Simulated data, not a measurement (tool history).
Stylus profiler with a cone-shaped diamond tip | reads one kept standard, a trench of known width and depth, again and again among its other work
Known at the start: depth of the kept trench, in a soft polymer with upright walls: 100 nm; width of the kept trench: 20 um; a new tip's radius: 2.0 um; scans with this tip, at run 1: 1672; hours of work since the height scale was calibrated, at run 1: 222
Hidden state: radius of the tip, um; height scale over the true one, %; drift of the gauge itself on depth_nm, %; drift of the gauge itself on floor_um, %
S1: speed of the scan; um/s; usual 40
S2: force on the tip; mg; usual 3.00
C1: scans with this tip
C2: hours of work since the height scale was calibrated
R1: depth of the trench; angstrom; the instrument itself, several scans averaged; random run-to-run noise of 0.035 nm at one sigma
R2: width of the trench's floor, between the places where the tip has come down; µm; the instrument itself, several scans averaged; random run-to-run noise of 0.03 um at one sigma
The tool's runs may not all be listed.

run 1 hour=0.0 | S1=40 S2=3.00 | C1=1672 C2=222 | R1=1017.4 R2=18.59
run 2 hour=20.0 | S1=40 S2=3.00 | C1=1777 C2=236 | R1=1016.9 R2=18.49
run 3 hour=41.0 | S1=40 S2=3.00 | C1=1888 C2=251 | R1=1016.7 R2=18.53
run 4 hour=57.0 | S1=40 S2=3.00 | C1=1973 C2=262 | R1=1017.4 R2=18.52
run 5 hour=75.0 | S1=107 S2=3.00 | C1=2068 C2=275 | R1=1016.9 R2=18.37
run 6 hour=98.0 | S1=40 S2=2.28 | C1=2190 C2=291 | R1=1013.8 R2=18.51
run 7 hour=114.4 | S1=40 S2=2.28 | C1=2276 C2=303 | R1=1013.8 R2=18.46
run 8 hour=135.8 | S1=40 S2=2.28 | C1=2389 C2=318 | R1=1013.8 R2=18.50
run 9 hour=148.1 | S1=40 S2=2.28 | C1=2454 C2=326 | R1=1014.0 R2=18.52
run 10 hour=171.3 | S1=40 S2=2.28 | C1=2577 C2=342 | R1=1013.5 R2=18.47
run 11 hour=198.9 | S1=105 S2=3.00 | C1=2722 C2=362 | R1=1016.6 R2=18.33
run 12 hour=220.7 | S1=105 S2=3.00 | C1=2838 C2=377 | R1=1016.3 R2=18.31
run 13 hour=246.4 | S1=105 S2=3.00 | C1=2973 C2=395 | R1=1016.8 R2=18.30
run 14 hour=262.4 | S1=105 S2=3.00 | C1=3058 C2=406 | R1=1016.2 R2=18.32
run 15 hour=278.3 | S1=40 S2=3.00 | C1=3142 C2=418 | R1=1016.8 R2=18.53
run 16 hour=301.0 | S1=12 S2=3.00 | C1=3262 C2=434 | R1=1017.0 R2=18.49
run 17 hour=312.6 | S1=12 S2=3.00 | C1=3323 C2=442 | R1=1016.8 R2=18.56
run 18 hour=332.7 | S1=12 S2=3.00 | C1=3429 C2=456 | R1=1016.5 R2=18.51
run 19 hour=344.6 | S1=109 S2=3.00 | C1=3492 C2=464 | R1=1015.9 R2=18.29
run 20 hour=365.1 | S1=109 S2=3.00 | C1=3600 C2=479 | R1=1016.5 R2=18.27
run 21 hour=387.4 | S1=109 S2=3.00 | C1=3718 C2=494 | R1=1016.0 R2=18.24
run 22 hour=412.3 | S1=109 S2=3.00 | C1=3850 C2=512 | R1=1016.1 R2=18.33
run 23 hour=427.8 | S1=40 S2=3.00 | C1=3931 C2=523 | R1=1016.6 R2=18.45
run 24 hour=447.9 | S1=18 S2=3.00 | C1=4037 C2=537 | R1=1016.1 R2=18.49
run 25 hour=463.1 | S1=18 S2=3.00 | C1=4118 C2=547 | R1=1016.5 R2=18.46
run 26 hour=486.1 | S1=18 S2=3.00 | C1=4239 C2=563 | R1=1017.2 R2=18.43
run 27 hour=505.3 | S1=21 S2=8.32 | C1=4341 C2=577 | R1=1033.6 R2=18.49
run 28 hour=530.9 | S1=40 S2=1.20 | C1=4476 C2=595 | R1=1008.4 R2=18.34
run 29 hour=545.0 | S1=40 S2=1.20 | C1=4550 C2=605 | R1=1007.6 R2=18.35
run 30 hour=567.7 | S1=34 S2=1.79 | C1=4670 C2=621 | R1=1010.7 R2=18.42
run 31 hour=593.3 | S1=34 S2=1.79 | C1=4805 C2=639 | R1=1011.2 R2=18.33
run 32 hour=617.7 | S1=41 S2=7.37 | C1=4934 C2=656 | R1=1030.3 R2=18.39
run 33 hour=643.0 | S1=10 S2=2.43 | C1=5068 C2=674 | R1=1013.6 R2=18.46
run 34 hour=654.8 | S1=10 S2=2.43 | C1=5130 C2=682 | R1=1013.4 R2=18.43
run 35 hour=682.2 | S1=10 S2=2.43 | C1=5275 C2=701 | R1=1013.1 R2=18.41
run 36 hour=700.5 | S1=40 S2=1.80 | C1=5371 C2=714 | R1=1010.1 R2=18.37
run 37 hour=726.1 | S1=18 S2=3.10 | C1=5507 C2=732 | R1=1016.0 R2=18.43

Run 38 comes next. What will it give?
run 38 hour=742.3 | S1=117 S2=2.49 | C1=5592 C2=743 | R1=? R2=?

Run 38 measured R1 1013.9 angstrom, R2 18.06 µm.
On a tool with no hidden condition, and with the same random variation, this run would have come out at R1 1016.2 angstrom, R2 18.38 µm.
